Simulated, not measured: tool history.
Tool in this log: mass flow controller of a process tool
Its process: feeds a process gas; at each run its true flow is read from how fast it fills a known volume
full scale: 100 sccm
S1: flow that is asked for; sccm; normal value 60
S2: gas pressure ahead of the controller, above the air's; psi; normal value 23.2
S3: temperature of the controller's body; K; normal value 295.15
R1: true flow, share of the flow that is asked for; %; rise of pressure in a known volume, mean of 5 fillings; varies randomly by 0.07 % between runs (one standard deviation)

run    hour  S1    S2      S3     R1
  1       0  60  23.2  295.15  99.35
  2    54.8  60  23.2  295.15  99.28
  3   139.8  60  23.2  295.15  99.21
  4   207.1  60  23.2  295.15  99.07
  5   307.7  60  23.2  295.15  99.12
  6     424  60  23.2  295.15  98.99
  7   499.4  60  23.2  295.15  99.06
  8   576.1  60  23.2  295.15  98.94
  9   690.6  60  23.2  295.15  98.85
 10   758.2  60  24.9  295.15  98.93
 11   839.2  20  24.9  295.15  98.16
 12   901.2  72  23.2  295.15  98.96
 13    1014  72  23.2  295.15     99
 14  1091.4  60  23.2  293.15  98.83
 15  1152.2  60  23.2  293.15  98.64
 16  1211.8  60  23.2  293.15  98.78
 17  1267.9  60  23.2  304.15  97.64
 18  1326.8  60  23.2  304.15  97.59
 19  1440.3  60  23.2  304.15  97.59
 20  1498.9  60  23.2  304.15  97.38
 21  1553.2  60  23.2  304.15  97.54
 22  1613.1  60  23.2  304.15  97.52
 23  1677.5  60  23.2  304.15  97.43
 24  1748.3  60  23.2  304.15  97.34
 25  1807.8  24  35.1  295.15  98.11
 26  1862.1  24  35.1  295.15  98.07
 27  1959.3  24  25.1  295.15  97.76
 28  2074.3  60  30.5  301.15  97.74
 29    2166  14  23.2  311.15  95.64
 30  2233.9  29  36.1  295.15  98.16
 31  2293.9  22  23.2  304.15  96.37
 32  2391.6  22  31.5  304.15  96.74
 33  2442.6  45  28.4  295.15  97.91
     2521.8  -- gauge calibrated
 34  2553.2  22  28.4  295.15  98.89
 35  2667.4  22  28.4  295.15  98.79
 36  2764.9  25  26.7  309.15  97.14
 37  2825.9  50  30.7  294.15   99.4
 38  2918.6  50  30.7  294.15  99.41
 39  2976.6  50  30.7  294.15  99.16
 40  3088.9  15    35  305.15  97.81
 41  3148.2  82  21.8  301.15  98.63
 42  3241.6  25  36.7  301.15  98.36
 43  3345.6  12  36.7  311.15  96.97
 44  3423.1  12  36.7  311.15  96.98
 45  3493.3  54  27.6  304.15  97.78
 46    3568  21  23.6  313.15  96.16
 47  3621.3  22  23.6  313.15  96.11

Difference, measured minus no-hidden-state, one row per run. Run-to-run variation is common to both terms; the gauge's own scatter need not be:
What the log doesn't record here: flow at rest that the sensor doesn't see, % of full scale; true flow over the shown one, %; drift of the gauge itself on true_pct, %.
run     R1
  1     +0
  2  -0.03
  3  -0.08
  4  -0.12
  5  -0.19
  6  -0.25
  7   -0.3
  8  -0.34
  9  -0.41
 10  -0.45
 11  -0.48
 12  -0.53
 13  -0.59
 14  -0.64
 15  -0.68
 16  -0.71
 17  -0.74
 18  -0.77
 19  -0.84
 20  -0.87
 21   -0.9
 22  -0.94
 23  -0.98
 24  -1.01
 25  -1.06
 26  -1.09
 27  -1.14
 28  -1.21
 29  -1.23
 30  -1.32
 31  -1.32
 32  -1.38
 33  -1.43
 34  -0.01
 35  -0.08
 36  -0.13
 37  -0.18
 38  -0.23
 39  -0.27
 40  -0.32
 41  -0.36
 42  -0.41
 43  -0.45
 44   -0.5
 45  -0.57
 46  -0.59
 47  -0.62

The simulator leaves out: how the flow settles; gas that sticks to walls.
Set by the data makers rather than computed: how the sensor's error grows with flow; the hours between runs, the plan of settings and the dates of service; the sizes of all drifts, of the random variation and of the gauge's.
